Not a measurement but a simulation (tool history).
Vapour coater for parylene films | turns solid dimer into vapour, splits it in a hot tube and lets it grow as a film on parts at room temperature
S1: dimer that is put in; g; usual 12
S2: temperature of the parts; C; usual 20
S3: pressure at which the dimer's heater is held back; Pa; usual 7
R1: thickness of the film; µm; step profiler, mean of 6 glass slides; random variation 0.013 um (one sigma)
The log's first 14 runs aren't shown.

Run 15, day 29.083: usual settings. Result: R1 2.18 µm.
Run 16, day 31.158: usual settings but S1 9 g, S2 16 C. Result: R1 1.93 µm.
At day 31.342: table's thermometer calibrated.
Run 17, day 32.725: usual settings but S2 14 C, S3 7.59 Pa. Result: R1 2.74 µm.
Run 18, day 35.5: usual settings but S1 19 g, S2 21 C, S3 7.59 Pa. Result: R1 3.18 µm.
At day 35.992: trap's valve overhauled.
At day 36.246: table's thermometer calibrated, once more.
Run 19, day 37.688: usual settings but S1 19 g, S2 21 C, S3 7.59 Pa. Result: R1 3.41 µm.
Run 20, day 40.412: usual settings but S1 19 g, S2 21 C, S3 7.59 Pa. Result: R1 3.36 µm.
Run 21, day 43.238: usual settings but S1 6 g, S2 21 C, S3 4.66 Pa. Result: R1 1.16 µm.
Run 22, day 45.221: usual settings but S1 6 g, S2 21 C, S3 4.66 Pa. Result: R1 1.16 µm.
Run 23, day 47.646: usual settings but S1 5 g, S2 13 C, S3 3.3 Pa. Result: R1 1.46 µm.
Run 24, day 49.079: usual settings but S2 18 C, S3 11.66 Pa. Result: R1 2.14 µm.
Run 25, day 51.175: usual settings but S3 10.88 Pa. Result: R1 1.98 µm.
Run 26, day 52.8: usual settings but S2 15 C, S3 8.21 Pa. Result: R1 2.6 µm.
At day 55.45: trap's valve overhauled.
Run 27, day 55.762: usual settings but S1 8 g, S2 15 C, S3 8.21 Pa. Result: R1 1.79 µm.
Run 28, day 58.1: usual settings but S1 8 g, S2 15 C, S3 8.21 Pa. Result: R1 1.8 µm.
Run 29, day 60.271: usual settings but S1 9 g, S2 18 C, S3 2.51 Pa. Result: R1 2.33 µm.
Run 30, day 62.338: usual settings but S1 9 g, S2 18 C, S3 7.61 Pa. Result: R1 1.78 µm.

3 ways to go on from here, each from the tool as it stands after run 30. What would each give?
Run A, day 64.654: usual settings but S1 17 g, S3 4.58 Pa. Result: R1 ?.
Run B, day 64.654: usual settings but S2 18 C. Result: R1 ?.
Run C, day 64.654: usual settings but S2 24 C, S3 5.01 Pa. Result: R1 ?.

run    R1
  A  3.43
  B  2.38
  C  2.01
Without the tool's hidden state the same runs would have given:
run    R1
  A  3.61
  B   2.5
  C  2.11

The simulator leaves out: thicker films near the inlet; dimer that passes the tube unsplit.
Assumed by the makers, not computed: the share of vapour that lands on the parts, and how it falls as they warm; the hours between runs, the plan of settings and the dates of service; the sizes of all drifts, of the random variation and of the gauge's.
